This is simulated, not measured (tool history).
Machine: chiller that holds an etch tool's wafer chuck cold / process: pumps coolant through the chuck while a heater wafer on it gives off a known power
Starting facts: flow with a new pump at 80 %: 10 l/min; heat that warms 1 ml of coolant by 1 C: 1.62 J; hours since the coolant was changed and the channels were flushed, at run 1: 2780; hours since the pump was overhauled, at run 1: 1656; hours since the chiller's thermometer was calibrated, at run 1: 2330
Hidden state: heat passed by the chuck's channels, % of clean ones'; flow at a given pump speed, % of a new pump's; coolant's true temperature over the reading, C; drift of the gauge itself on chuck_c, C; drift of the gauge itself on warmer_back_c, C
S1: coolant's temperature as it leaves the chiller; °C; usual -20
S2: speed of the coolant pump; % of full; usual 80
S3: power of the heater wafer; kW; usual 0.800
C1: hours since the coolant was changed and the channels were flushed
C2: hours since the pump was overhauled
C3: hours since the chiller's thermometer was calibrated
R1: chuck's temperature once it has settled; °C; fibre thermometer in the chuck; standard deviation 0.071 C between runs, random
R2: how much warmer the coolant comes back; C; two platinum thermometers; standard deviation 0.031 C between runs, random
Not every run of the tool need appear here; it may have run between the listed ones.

run 1 hour=0.0 | S1=-20 S2=80 S3=0.800 | C1=2780 C2=1656 C3=2330 | R1=-13.10 R2=3.08
run 2 hour=78.6 | S1=-20 S2=80 S3=0.436 | C1=2858 C2=1735 C3=2409 | R1=-16.33 R2=1.67
run 3 hour=231.0 | S1=-20 S2=80 S3=0.800 | C1=3011 C2=1887 C3=2561 | R1=-13.14 R2=3.08
run 4 hour=314.3 | S1=-20 S2=80 S3=0.800 | C1=3094 C2=1970 C3=2644 | R1=-13.02 R2=3.02
run 5 hour=415.9 | S1=-20 S2=80 S3=0.483 | C1=3195 C2=2072 C3=2746 | R1=-15.93 R2=1.89
run 6 hour=551.7 | S1=-20 S2=80 S3=0.483 | C1=3331 C2=2208 C3=2882 | R1=-15.93 R2=1.88
run 7 hour=678.9 | S1=-26 S2=80 S3=0.800 | C1=3458 C2=2335 C3=3009 | R1=-19.04 R2=3.16
-- hour=793.9 coolant changed, channels flushed
run 8 hour=800.1 | S1=-26 S2=80 S3=0.800 | C1=6 C2=2450 C3=3124 | R1=-19.63 R2=3.11
run 9 hour=868.9 | S1=-20 S2=80 S3=0.800 | C1=75 C2=2519 C3=3193 | R1=-13.53 R2=3.11
run 10 hour=959.2 | S1=-20 S2=80 S3=0.800 | C1=165 C2=2609 C3=3283 | R1=-13.65 R2=3.06
run 11 hour=1030.7 | S1=-20 S2=80 S3=0.800 | C1=237 C2=2681 C3=3355 | R1=-13.69 R2=3.16
run 12 hour=1188.5 | S1=-20 S2=80 S3=0.800 | C1=395 C2=2839 C3=3513 | R1=-13.61 R2=3.17
run 13 hour=1312.4 | S1=-20 S2=80 S3=0.800 | C1=519 C2=2962 C3=3636 | R1=-13.61 R2=3.14
run 14 hour=1399.0 | S1=-20 S2=80 S3=0.800 | C1=605 C2=3049 C3=3723 | R1=-13.56 R2=3.18
run 15 hour=1564.2 | S1=-20 S2=80 S3=0.800 | C1=770 C2=3214 C3=3888 | R1=-13.56 R2=3.20
-- hour=1677.3 chiller's thermometer calibrated
run 16 hour=1724.8 | S1=-23 S2=80 S3=0.800 | C1=930 C2=3374 C3=48 | R1=-15.73 R2=3.17
run 17 hour=1826.4 | S1=-29 S2=82 S3=0.881 | C1=1032 C2=3475 C3=149 | R1=-21.39 R2=3.38
run 18 hour=1955.7 | S1=-14 S2=76 S3=0.881 | C1=1161 C2=3605 C3=278 | R1=-5.89 R2=3.71
run 19 hour=2121.4 | S1=-18 S2=92 S3=0.431 | C1=1327 C2=3770 C3=444 | R1=-14.54 R2=1.43
run 20 hour=2218.8 | S1=-18 S2=68 S3=0.493 | C1=1424 C2=3868 C3=541 | R1=-12.97 R2=2.35
run 21 hour=2371.4 | S1=-28 S2=86 S3=0.768 | C1=1576 C2=4020 C3=694 | R1=-21.50 R2=2.88
run 22 hour=2530.5 | S1=-28 S2=84 S3=0.768 | C1=1736 C2=4180 C3=853 | R1=-21.25 R2=2.90
run 23 hour=2646.4 | S1=-25 S2=80 S3=1.004 | C1=1852 C2=4295 C3=969 | R1=-15.85 R2=4.06
run 24 hour=2754.5 | S1=-25 S2=85 S3=0.504 | C1=1960 C2=4404 C3=1077 | R1=-20.73 R2=1.93
run 25 hour=2829.1 | S1=-25 S2=85 S3=0.504 | C1=2034 C2=4478 C3=1152 | R1=-20.66 R2=1.93
run 26 hour=2904.0 | S1=-17 S2=90 S3=0.628 | C1=2109 C2=4553 C3=1227 | R1=-11.87 R2=2.25
-- hour=2944.5 coolant pump overhauled
run 27 hour=3044.8 | S1=-28 S2=90 S3=0.605 | C1=2245 C2=100 C3=1363 | R1=-23.34 R2=1.99
run 28 hour=3165.5 | S1=-28 S2=90 S3=0.605 | C1=2366 C2=221 C3=1483 | R1=-23.43 R2=2.00
run 29 hour=3241.3 | S1=-28 S2=90 S3=0.605 | C1=2441 C2=297 C3=1559 | R1=-23.46 R2=1.92
run 30 hour=3338.7 | S1=-20 S2=96 S3=1.013 | C1=2539 C2=394 C3=1656 | R1=-12.34 R2=3.06
run 31 hour=3422.9 | S1=-18 S2=80 S3=0.948 | C1=2623 C2=478 C3=1741 | R1=-9.77 R2=3.56

Forecast each of these 3 alternatives for the next run:
run A hour=3572.7 | S1=-24 S2=85 S3=0.800 | C1=2773 C2=628 C3=1890 | R1=? R2=?
run B hour=3572.7 | S1=-21 S2=84 S3=1.102 | C1=2773 C2=628 C3=1890 | R1=? R2=?
run C hour=3572.7 | S1=-23 S2=69 S3=0.905 | C1=2773 C2=628 C3=1890 | R1=? R2=?

run=A R1=-17.54 R2=2.78
run=B R1=-11.77 R2=3.88
run=C R1=-14.27 R2=3.99
With the hidden condition removed and each run's random variation left untouched, the same runs would have given:
run=A R1=-17.66 R2=2.77
run=B R1=-12.09 R2=3.87
run=C R1=-14.53 R2=3.97
